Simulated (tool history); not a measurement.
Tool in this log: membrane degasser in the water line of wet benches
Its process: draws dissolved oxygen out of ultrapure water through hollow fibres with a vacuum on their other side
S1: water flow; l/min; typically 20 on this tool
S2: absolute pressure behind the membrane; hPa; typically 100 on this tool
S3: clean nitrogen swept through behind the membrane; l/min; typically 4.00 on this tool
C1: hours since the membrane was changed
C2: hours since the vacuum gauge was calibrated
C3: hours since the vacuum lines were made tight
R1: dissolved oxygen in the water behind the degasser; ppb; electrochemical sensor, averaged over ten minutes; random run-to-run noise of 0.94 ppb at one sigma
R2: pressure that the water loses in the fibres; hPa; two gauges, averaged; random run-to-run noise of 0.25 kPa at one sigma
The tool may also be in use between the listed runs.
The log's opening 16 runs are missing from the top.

run 17 hour=2020.8 | S1=20 S2=100 S3=10.42 | C1=7739 C2=738 C3=1438 | R1=62.8 R2=749.5
run 18 hour=2136.9 | S1=14 S2=214 S3=4.20 | C1=7855 C2=854 C3=1554 | R1=154.5 R2=528.1
run 19 hour=2262.5 | S1=14 S2=214 S3=4.20 | C1=7981 C2=980 C3=1679 | R1=152.4 R2=529.4
run 20 hour=2378.4 | S1=14 S2=214 S3=4.20 | C1=8097 C2=1096 C3=1795 | R1=153.0 R2=532.7
run 21 hour=2503.1 | S1=14 S2=206 S3=1.78 | C1=8221 C2=1221 C3=1920 | R1=320.2 R2=533.2
run 22 hour=2639.7 | S1=12 S2=91 S3=1.66 | C1=8358 C2=1357 C3=2056 | R1=104.2 R2=455.0
-- hour=2754.6 membrane cartridge changed
run 23 hour=2807.3 | S1=20 S2=62 S3=6.55 | C1=53 C2=1521 C3=2220 | R1=37.1 R2=653.9
run 24 hour=2963.3 | S1=28 S2=163 S3=4.00 | C1=209 C2=1677 C3=2376 | R1=288.1 R2=922.5
run 25 hour=3086.7 | S1=28 S2=163 S3=4.00 | C1=332 C2=1800 C3=2500 | R1=289.1 R2=919.5
run 26 hour=3174.2 | S1=28 S2=163 S3=10.51 | C1=420 C2=1888 C3=2587 | R1=159.4 R2=926.3
run 27 hour=3277.6 | S1=28 S2=163 S3=10.51 | C1=523 C2=1991 C3=2690 | R1=159.7 R2=929.3
-- hour=3443.1 seals of the vacuum lines changed
run 28 hour=3448.4 | S1=31 S2=211 S3=1.69 | C1=692 C2=2160 C3=5 | R1=772.7 R2=1029.3
run 29 hour=3571.2 | S1=29 S2=185 S3=3.77 | C1=815 C2=2283 C3=128 | R1=357.0 R2=964.5
run 30 hour=3688.2 | S1=29 S2=185 S3=2.02 | C1=932 C2=2400 C3=245 | R1=565.7 R2=968.8
run 31 hour=3837.2 | S1=29 S2=185 S3=2.02 | C1=1081 C2=2549 C3=394 | R1=567.8 R2=967.1
run 32 hour=3980.2 | S1=29 S2=78 S3=2.30 | C1=1224 C2=2692 C3=537 | R1=226.9 R2=971.7

Branching from run 32: 3 alternative next runs. What would each branch give?
run A hour=4063.5 | S1=29 S2=66 S3=7.40 | C1=1307 C2=2775 C3=620 | R1=? R2=?
run B hour=4063.5 | S1=29 S2=84 S3=2.30 | C1=1307 C2=2775 C3=620 | R1=? R2=?
run C hour=4063.5 | S1=23 S2=195 S3=5.79 | C1=1307 C2=2775 C3=620 | R1=? R2=?

run=A R1=122.8 R2=978.2
run=B R1=239.0 R2=972.4
run=C R1=190.7 R2=771.4
With the hidden condition removed and each run's random variation left untouched, the same runs would have given:
run=A R1=113.2 R2=957.0
run=B R1=227.5 R2=951.4
run=C R1=185.3 R2=754.7
